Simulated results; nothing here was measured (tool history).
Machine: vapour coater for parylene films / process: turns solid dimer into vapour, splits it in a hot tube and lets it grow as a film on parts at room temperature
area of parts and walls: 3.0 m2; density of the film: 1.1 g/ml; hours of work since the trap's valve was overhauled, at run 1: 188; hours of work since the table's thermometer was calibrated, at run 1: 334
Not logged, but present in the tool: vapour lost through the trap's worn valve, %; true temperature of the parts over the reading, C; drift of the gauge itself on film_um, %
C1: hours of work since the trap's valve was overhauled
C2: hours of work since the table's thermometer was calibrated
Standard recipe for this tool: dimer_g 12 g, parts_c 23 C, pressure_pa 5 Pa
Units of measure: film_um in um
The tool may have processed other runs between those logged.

Run 1, hour 0: usual settings; C1 188; C2 334. Result: film_um 2.42 um.
Run 2, hour 74.5: usual settings; C1 221; C2 367. Result: film_um 2.45 um.
Run 3, hour 142.3: usual settings; C1 252; C2 398. Result: film_um 2.44 um.
Run 4, hour 181.1: usual settings; C1 269; C2 415. Result: film_um 2.45 um.
Run 5, hour 248.2: usual settings; C1 299; C2 445. Result: film_um 2.45 um.
Run 6, hour 291.8: usual settings; C1 318; C2 464. Result: film_um 2.44 um.
Run 7, hour 366.5: usual settings; C1 351; C2 497. Result: film_um 2.45 um.
Run 8, hour 406.4: usual settings; C1 369; C2 515. Result: film_um 2.43 um.
Run 9, hour 462.9: usual settings; C1 394; C2 540. Result: film_um 2.48 um.
Run 10, hour 499.4: usual settings; C1 411; C2 557. Result: film_um 2.45 um.
Run 11, hour 578.9: usual settings but parts_c 28 C; C1 446; C2 592. Result: film_um 2.23 um.
Run 12, hour 628.8: usual settings; C1 468; C2 614. Result: film_um 2.48 um.
Run 13, hour 673.2: usual settings; C1 488; C2 634. Result: film_um 2.46 um.
Run 14, hour 717.5: usual settings; C1 508; C2 654. Result: film_um 2.46 um.
Run 15, hour 799.9: usual settings; C1 544; C2 690. Result: film_um 2.45 um.
Run 16, hour 833.3: usual settings; C1 559; C2 705. Result: film_um 2.46 um.
Run 17, hour 871.1: usual settings; C1 576; C2 722. Result: film_um 2.48 um.
Run 18, hour 947: usual settings; C1 610; C2 756. Result: film_um 2.46 um.
At hour 986.4: trap's valve overhauled.
Run 19, hour 1018.7: usual settings; C1 14; C2 786. Result: film_um 2.42 um.
Run 20, hour 1066.8: usual settings; C1 36; C2 808. Result: film_um 2.48 um.
Run 21, hour 1148.5: usual settings; C1 72; C2 844. Result: film_um 2.45 um.
Run 22, hour 1209.9: usual settings; C1 100; C2 871. Result: film_um 2.48 um.
Run 23, hour 1254.1: usual settings; C1 119; C2 891. Result: film_um 2.44 um.
Run 24, hour 1320.2: usual settings; C1 149; C2 920. Result: film_um 2.45 um.
Run 25, hour 1396.5: usual settings but dimer_g 5 g, pressure_pa 8.88 Pa; C1 183; C2 954. Result: film_um 0.92 um.
Run 26, hour 1465.7: usual settings but dimer_g 7 g, parts_c 19 C, pressure_pa 10.47 Pa; C1 213; C2 985. Result: film_um 1.39 um.
Run 27, hour 1536.2: usual settings but dimer_g 18 g; C1 245; C2 1017. Result: film_um 3.66 um.
Run 28, hour 1600.8: usual settings but dimer_g 18 g; C1 274; C2 1045. Result: film_um 3.7 um.
Run 29, hour 1677.6: usual settings but dimer_g 18 g; C1 308; C2 1080. Result: film_um 3.64 um.
Run 30, hour 1718.4: usual settings but dimer_g 7 g, pressure_pa 2.08 Pa; C1 326; C2 1098. Result: film_um 1.66 um.
Run 31, hour 1791.7: usual settings but parts_c 29 C, pressure_pa 2.86 Pa; C1 359; C2 1130. Result: film_um 2.34 um.
Run 32, hour 1851.3: usual settings but dimer_g 5 g, parts_c 17 C, pressure_pa 2.31 Pa; C1 385; C2 1157. Result: film_um 1.3 um.
Run 33, hour 1892.9: usual settings but dimer_g 16 g, parts_c 16 C, pressure_pa 7.95 Pa; C1 404; C2 1175. Result: film_um 3.48 um.
Run 34, hour 1956.6: usual settings but pressure_pa 5.71 Pa; C1 432; C2 1204. Result: film_um 2.43 um.
Run 35, hour 2017.9: usual settings but parts_c 31 C; C1 459; C2 1231. Result: film_um 2.08 um.
Run 36, hour 2076.6: usual settings but parts_c 31 C; C1 485; C2 1257. Result: film_um 2.13 um.
Run 37, hour 2144.1: usual settings but dimer_g 14 g, parts_c 16 C, pressure_pa 3.3 Pa; C1 516; C2 1287. Result: film_um 3.44 um.
Run 38, hour 2202.4: usual settings but dimer_g 14 g, parts_c 16 C, pressure_pa 3.3 Pa; C1 542; C2 1313. Result: film_um 3.46 um.
Run 39, hour 2261.9: usual settings but parts_c 35 C, pressure_pa 9.29 Pa; C1 568; C2 1340. Result: film_um 1.77 um.
Run 40, hour 2335.8: usual settings but parts_c 35 C, pressure_pa 9.29 Pa; C1 601; C2 1373. Result: film_um 1.8 um.
At hour 2394.4: trap's valve overhauled.
Run 41, hour 2404.8: usual settings but dimer_g 18 g, parts_c 16 C, pressure_pa 11.61 Pa; C1 5; C2 1402. Result: film_um 3.77 um.
Run 42, hour 2484.4: usual settings but dimer_g 9 g, parts_c 16 C, pressure_pa 3.21 Pa; C1 40; C2 1437. Result: film_um 2.19 um.
Run 43, hour 2533.6: usual settings but dimer_g 9 g, parts_c 16 C, pressure_pa 3.21 Pa; C1 62; C2 1459. Result: film_um 2.25 um.
Run 44, hour 2581: usual settings but dimer_g 9 g, parts_c 16 C, pressure_pa 3.21 Pa; C1 83; C2 1480. Result: film_um 2.24 um.
Run 45, hour 2619.2: usual settings but dimer_g 13 g, pressure_pa 7.28 Pa; C1 100; C2 1497. Result: film_um 2.53 um.
Run 46, hour 2657.5: usual settings but dimer_g 13 g, pressure_pa 7.28 Pa; C1 117; C2 1514. Result: film_um 2.54 um.
Run 47, hour 2713.3: usual settings but parts_c 17 C; C1 142; C2 1539. Result: film_um 2.76 um.
Run 48, hour 2784.5: usual settings but parts_c 17 C; C1 174; C2 1571. Result: film_um 2.76 um.

Here are 3 independent what-if runs from the current tool condition. What would each one return?
Run A, hour 2820.1: usual settings but dimer_g 16 g; C1 190; C2 1587. Result: film_um ?.
Run B, hour 2820.1: usual settings but dimer_g 19 g, parts_c 20 C, pressure_pa 4.71 Pa; C1 190; C2 1587. Result: film_um ?.
Run C, hour 2820.1: usual settings but dimer_g 6 g; C1 190; C2 1587. Result: film_um ?.

run  film_um
  A     3.33
  B     4.11
  C     1.21
Had the tool no hidden state, the same runs would have come out as:
run  film_um
  A     3.33
  B     4.11
  C     1.21
